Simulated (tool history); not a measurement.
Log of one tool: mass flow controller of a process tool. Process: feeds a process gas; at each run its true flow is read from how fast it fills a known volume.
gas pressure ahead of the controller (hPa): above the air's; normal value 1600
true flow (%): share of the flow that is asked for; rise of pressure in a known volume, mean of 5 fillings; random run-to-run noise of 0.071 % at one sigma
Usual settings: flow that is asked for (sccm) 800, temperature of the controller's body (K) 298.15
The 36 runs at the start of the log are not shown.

run,day,flow that is asked for (sccm),gas pressure ahead of the controller (hPa),temperature of the controller's body (K),hours of work since the controller was set to zero,hours of work since the controller was changed,true flow (%)
37,154.908,735,2450,304.15,3885,3885,99.31
38,159.15,800,1600,295.15,3934,3934,100.39
39,165.512,800,2380,310.15,4008,4008,98.72
40,168.458,229,2220,298.15,4043,4043,97.88
41,172.812,229,2220,298.15,4093,4093,98.14
42,178.146,800,1600,300.15,4155,4155,99.74
43,181.996,195,1990,298.15,4200,4200,97.62
44,185.571,195,1990,298.15,4241,4241,97.61
45,188.488,800,1430,301.15,4275,4275,99.65
46,192.833,273,2750,305.15,4325,4325,97.66
47,196.15,273,2750,305.15,4364,4364,97.66
48,200.533,771,1600,298.15,4415,4415,100.02
49,206.117,771,1600,298.15,4480,4480,99.98

Alternative continuations, all from the tool just after run 49; predict every row:
A,209.992,639,2200,293.15,4525,4525,?
B,209.992,487,1730,298.15,4525,4525,?
C,209.992,237,2470,297.15,4525,4525,?

run,true flow (%)
A,100.28
B,99.22
C,98.18
Take away the tool's hidden state, keep each run's random variation, and the runs would have read:
run,true flow (%)
A,100.07
B,99.22
C,99.09
